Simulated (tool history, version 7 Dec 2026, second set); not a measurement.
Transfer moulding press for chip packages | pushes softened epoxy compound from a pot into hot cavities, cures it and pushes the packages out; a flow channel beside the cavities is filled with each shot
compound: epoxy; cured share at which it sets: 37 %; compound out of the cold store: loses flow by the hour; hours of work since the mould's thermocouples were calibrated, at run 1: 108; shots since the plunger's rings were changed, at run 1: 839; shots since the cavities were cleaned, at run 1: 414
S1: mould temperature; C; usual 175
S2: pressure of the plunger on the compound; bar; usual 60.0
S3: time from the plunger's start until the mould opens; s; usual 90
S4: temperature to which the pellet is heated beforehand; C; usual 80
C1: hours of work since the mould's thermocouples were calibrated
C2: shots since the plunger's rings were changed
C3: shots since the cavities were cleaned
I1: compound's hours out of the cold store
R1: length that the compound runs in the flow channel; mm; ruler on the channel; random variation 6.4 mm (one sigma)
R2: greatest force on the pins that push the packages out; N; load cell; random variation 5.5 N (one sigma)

{"run": 1, "hour": 0.0, "S1": 175, "S2": 60.0, "S3": 90, "S4": 80, "C1": 108, "C2": 839, "C3": 414, "I1": 43.0, "R1": 898, "R2": 315}
{"run": 2, "hour": 6.5, "S1": 175, "S2": 60.0, "S3": 90, "S4": 72, "C1": 111, "C2": 893, "C3": 468, "I1": 19.9, "R1": 990, "R2": 349}
{"hour": 9.7, "done": "cavities cleaned with cleaning compound and waxed"}
{"run": 3, "hour": 14.3, "S1": 175, "S2": 60.0, "S3": 90, "S4": 80, "C1": 114, "C2": 945, "C3": 39, "I1": 11.9, "R1": 1003, "R2": 208}
{"run": 4, "hour": 20.9, "S1": 175, "S2": 60.0, "S3": 90, "S4": 80, "C1": 116, "C2": 999, "C3": 93, "I1": 28.5, "R1": 950, "R2": 238}
{"run": 5, "hour": 25.5, "S1": 175, "S2": 60.0, "S3": 90, "S4": 80, "C1": 118, "C2": 1038, "C3": 132, "I1": 25.7, "R1": 963, "R2": 249}
{"run": 6, "hour": 32.7, "S1": 175, "S2": 60.0, "S3": 90, "S4": 80, "C1": 121, "C2": 1098, "C3": 192, "I1": 24.6, "R1": 972, "R2": 277}
{"run": 7, "hour": 38.4, "S1": 175, "S2": 60.0, "S3": 90, "S4": 80, "C1": 124, "C2": 1145, "C3": 239, "I1": 15.9, "R1": 983, "R2": 285}
{"run": 8, "hour": 47.3, "S1": 175, "S2": 60.0, "S3": 90, "S4": 80, "C1": 127, "C2": 1219, "C3": 313, "I1": 10.5, "R1": 1013, "R2": 325}
{"run": 9, "hour": 55.9, "S1": 175, "S2": 60.0, "S3": 90, "S4": 80, "C1": 131, "C2": 1290, "C3": 384, "I1": 22.7, "R1": 974, "R2": 319}
{"run": 10, "hour": 63.9, "S1": 175, "S2": 60.0, "S3": 87, "S4": 80, "C1": 134, "C2": 1357, "C3": 451, "I1": 32.7, "R1": 944, "R2": 347}
{"hour": 68.9, "done": "cavities cleaned with cleaning compound and waxed"}
{"run": 11, "hour": 74.4, "S1": 175, "S2": 60.0, "S3": 90, "S4": 80, "C1": 138, "C2": 1431, "C3": 46, "I1": 9.7, "R1": 1021, "R2": 202}
{"run": 12, "hour": 79.7, "S1": 175, "S2": 60.0, "S3": 90, "S4": 84, "C1": 140, "C2": 1475, "C3": 90, "I1": 40.4, "R1": 912, "R2": 236}
{"run": 13, "hour": 88.6, "S1": 175, "S2": 60.0, "S3": 90, "S4": 84, "C1": 144, "C2": 1549, "C3": 164, "I1": 28.3, "R1": 942, "R2": 262}
{"run": 14, "hour": 97.6, "S1": 175, "S2": 60.0, "S3": 90, "S4": 84, "C1": 148, "C2": 1623, "C3": 238, "I1": 14.4, "R1": 1003, "R2": 288}
{"run": 15, "hour": 102.2, "S1": 175, "S2": 45.8, "S3": 90, "S4": 84, "C1": 150, "C2": 1661, "C3": 276, "I1": 44.4, "R1": 789, "R2": 301}
{"run": 16, "hour": 106.7, "S1": 175, "S2": 45.8, "S3": 90, "S4": 84, "C1": 152, "C2": 1699, "C3": 314, "I1": 37.8, "R1": 800, "R2": 306}
{"run": 17, "hour": 112.6, "S1": 175, "S2": 45.8, "S3": 90, "S4": 84, "C1": 154, "C2": 1748, "C3": 363, "I1": 11.7, "R1": 868, "R2": 332}
{"run": 18, "hour": 118.9, "S1": 175, "S2": 56.6, "S3": 90, "S4": 79, "C1": 157, "C2": 1800, "C3": 415, "I1": 29.1, "R1": 929, "R2": 321}
{"run": 19, "hour": 124.1, "S1": 175, "S2": 46.4, "S3": 90, "S4": 74, "C1": 159, "C2": 1844, "C3": 459, "I1": 26.2, "R1": 839, "R2": 344}
{"hour": 128.1, "done": "cavities cleaned with cleaning compound and waxed"}
{"run": 20, "hour": 132.0, "S1": 175, "S2": 57.9, "S3": 89, "S4": 80, "C1": 162, "C2": 1897, "C3": 32, "I1": 26.7, "R1": 943, "R2": 218}
{"hour": 134.9, "done": "mould's thermocouples calibrated"}
{"run": 21, "hour": 140.9, "S1": 175, "S2": 57.9, "S3": 89, "S4": 80, "C1": 3, "C2": 1954, "C3": 89, "I1": 21.3, "R1": 937, "R2": 238}
{"run": 22, "hour": 149.1, "S1": 182, "S2": 55.4, "S3": 89, "S4": 80, "C1": 6, "C2": 2022, "C3": 157, "I1": 36.2, "R1": 857, "R2": 220}
{"run": 23, "hour": 153.8, "S1": 170, "S2": 46.9, "S3": 90, "S4": 88, "C1": 8, "C2": 2061, "C3": 196, "I1": 43.8, "R1": 807, "R2": 345}
{"run": 24, "hour": 160.3, "S1": 180, "S2": 75.0, "S3": 106, "S4": 80, "C1": 11, "C2": 2115, "C3": 250, "I1": 30.2, "R1": 1026, "R2": 233}
{"hour": 169.0, "done": "mould's thermocouples calibrated, once more"}
{"run": 25, "hour": 170.1, "S1": 169, "S2": 70.6, "S3": 73, "S4": 86, "C1": 0, "C2": 2179, "C3": 314, "I1": 29.9, "R1": 1039, "R2": 745}
{"run": 26, "hour": 178.7, "S1": 177, "S2": 70.6, "S3": 110, "S4": 86, "C1": 4, "C2": 2251, "C3": 386, "I1": 35.2, "R1": 990, "R2": 276}
{"run": 27, "hour": 187.6, "S1": 182, "S2": 68.1, "S3": 110, "S4": 86, "C1": 8, "C2": 2325, "C3": 460, "I1": 20.8, "R1": 1001, "R2": 281}
{"hour": 191.7, "done": "cavities cleaned with cleaning compound and waxed"}
{"run": 28, "hour": 196.8, "S1": 182, "S2": 68.1, "S3": 110, "S4": 86, "C1": 11, "C2": 2389, "C3": 43, "I1": 42.8, "R1": 926, "R2": 161}

Forecast each of these 4 alternatives for the next run:
{"run": "A", "hour": 200.7, "S1": 175, "S2": 60.0, "S3": 112, "S4": 80, "C1": 13, "C2": 2421, "C3": 75, "I1": 29.5, "R1": "?", "R2": "?"}
{"run": "B", "hour": 200.7, "S1": 169, "S2": 65.5, "S3": 90, "S4": 83, "C1": 13, "C2": 2421, "C3": 75, "I1": 8.1, "R1": "?", "R2": "?"}
{"run": "C", "hour": 200.7, "S1": 182, "S2": 73.6, "S3": 110, "S4": 86, "C1": 13, "C2": 2421, "C3": 75, "I1": 31.1, "R1": "?", "R2": "?"}
{"run": "D", "hour": 200.7, "S1": 175, "S2": 61.5, "S3": 90, "S4": 80, "C1": 13, "C2": 2421, "C3": 75, "I1": 23.9, "R1": "?", "R2": "?"}

run=A R1=923 R2=185
run=B R1=1071 R2=364
run=C R1=1005 R2=184
run=D R1=971 R2=230
Without the tool's hidden state the same runs would have given:
run=A R1=952 R2=153
run=B R1=1105 R2=308
run=C R1=1037 R2=152
run=D R1=1001 R2=194
